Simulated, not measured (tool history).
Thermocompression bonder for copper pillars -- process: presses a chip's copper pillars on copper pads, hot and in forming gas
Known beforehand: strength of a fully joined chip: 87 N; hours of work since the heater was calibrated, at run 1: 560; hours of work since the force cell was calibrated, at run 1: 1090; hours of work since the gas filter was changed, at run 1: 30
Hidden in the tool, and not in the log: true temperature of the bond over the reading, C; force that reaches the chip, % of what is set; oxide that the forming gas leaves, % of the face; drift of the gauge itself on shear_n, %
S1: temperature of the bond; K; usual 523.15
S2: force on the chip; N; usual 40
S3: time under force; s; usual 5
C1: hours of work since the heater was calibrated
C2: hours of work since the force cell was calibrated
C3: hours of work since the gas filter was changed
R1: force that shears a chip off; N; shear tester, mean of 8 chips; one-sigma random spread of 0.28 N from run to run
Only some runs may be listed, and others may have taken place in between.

{"run": 1, "day": 0.0, "S1": 523.15, "S2": 40, "S3": 5, "C1": 560, "C2": 1090, "C3": 30, "R1": 32.4}
{"run": 2, "day": 3.375, "S1": 523.15, "S2": 40, "S3": 5, "C1": 605, "C2": 1135, "C3": 75, "R1": 32.6}
{"run": 3, "day": 4.871, "S1": 523.15, "S2": 40, "S3": 5, "C1": 625, "C2": 1155, "C3": 95, "R1": 32.5}
{"run": 4, "day": 7.488, "S1": 523.15, "S2": 40, "S3": 5, "C1": 660, "C2": 1190, "C3": 130, "R1": 32.2}
{"day": 10.1, "done": "forming gas filter changed"}
{"run": 5, "day": 10.875, "S1": 523.15, "S2": 27, "S3": 5, "C1": 705, "C2": 1235, "C3": 10, "R1": 20.7}
{"run": 6, "day": 12.517, "S1": 523.15, "S2": 40, "S3": 5, "C1": 727, "C2": 1256, "C3": 32, "R1": 32.2}
{"run": 7, "day": 14.267, "S1": 523.15, "S2": 40, "S3": 5, "C1": 750, "C2": 1280, "C3": 56, "R1": 32.3}
{"run": 8, "day": 16.908, "S1": 523.15, "S2": 40, "S3": 5, "C1": 785, "C2": 1315, "C3": 91, "R1": 32.5}
{"run": 9, "day": 19.846, "S1": 523.15, "S2": 27, "S3": 5, "C1": 824, "C2": 1354, "C3": 130, "R1": 20.5}
{"run": 10, "day": 21.342, "S1": 523.15, "S2": 27, "S3": 5, "C1": 844, "C2": 1374, "C3": 150, "R1": 21.2}
{"day": 22.538, "done": "heater calibrated with a thermocouple chip"}
{"day": 22.558, "done": "forming gas filter changed"}
{"run": 11, "day": 23.862, "S1": 523.15, "S2": 27, "S3": 5, "C1": 17, "C2": 1406, "C3": 17, "R1": 20.8}
{"run": 12, "day": 25.583, "S1": 523.15, "S2": 27, "S3": 5, "C1": 40, "C2": 1429, "C3": 40, "R1": 20.2}
{"run": 13, "day": 27.875, "S1": 523.15, "S2": 27, "S3": 5, "C1": 71, "C2": 1460, "C3": 71, "R1": 20.8}
{"run": 14, "day": 30.192, "S1": 523.15, "S2": 55, "S3": 8, "C1": 102, "C2": 1491, "C3": 102, "R1": 51.3}
{"run": 15, "day": 32.067, "S1": 500.15, "S2": 44, "S3": 6, "C1": 127, "C2": 1516, "C3": 127, "R1": 30.4}
{"run": 16, "day": 33.738, "S1": 500.15, "S2": 44, "S3": 6, "C1": 149, "C2": 1538, "C3": 149, "R1": 30.8}
{"day": 34.892, "done": "forming gas filter changed"}
{"run": 17, "day": 36.346, "S1": 513.15, "S2": 29, "S3": 3, "C1": 184, "C2": 1573, "C3": 19, "R1": 16.5}
{"run": 18, "day": 37.921, "S1": 523.15, "S2": 56, "S3": 5, "C1": 205, "C2": 1594, "C3": 40, "R1": 45.2}
{"run": 19, "day": 40.896, "S1": 515.15, "S2": 56, "S3": 15, "C1": 245, "C2": 1634, "C3": 80, "R1": 59.3}
{"run": 20, "day": 42.488, "S1": 515.15, "S2": 43, "S3": 15, "C1": 266, "C2": 1655, "C3": 101, "R1": 47.7}
{"run": 21, "day": 45.254, "S1": 515.15, "S2": 43, "S3": 15, "C1": 303, "C2": 1692, "C3": 138, "R1": 48.6}
{"day": 47.217, "done": "forming gas filter changed"}
{"run": 22, "day": 47.892, "S1": 510.15, "S2": 43, "S3": 11, "C1": 338, "C2": 1727, "C3": 9, "R1": 41.3}
{"run": 23, "day": 49.567, "S1": 531.15, "S2": 43, "S3": 5, "C1": 360, "C2": 1749, "C3": 31, "R1": 38.2}
{"run": 24, "day": 51.583, "S1": 520.15, "S2": 47, "S3": 5, "C1": 387, "C2": 1776, "C3": 58, "R1": 37.4}

Entry by entry between the runs, the difference in hidden state between the last listed run before and the first listed run after:
Run 4 -> run 5: forming gas filter changed (day 10.1)
  oxide that the forming gas leaves, % of the face: 0.67 -> 0.52
Run 10 -> run 11: heater calibrated with a thermocouple chip (day 22.538); forming gas filter changed (day 22.558)
  true temperature of the bond over the reading, C: -0.3 -> 0; oxide that the forming gas leaves, % of the face: 0.7 -> 0.53
Run 16 -> run 17: forming gas filter changed (day 34.892)
  oxide that the forming gas leaves, % of the face: 0.7 -> 0.53
Run 21 -> run 22: forming gas filter changed (day 47.217)
  oxide that the forming gas leaves, % of the face: 0.69 -> 0.52
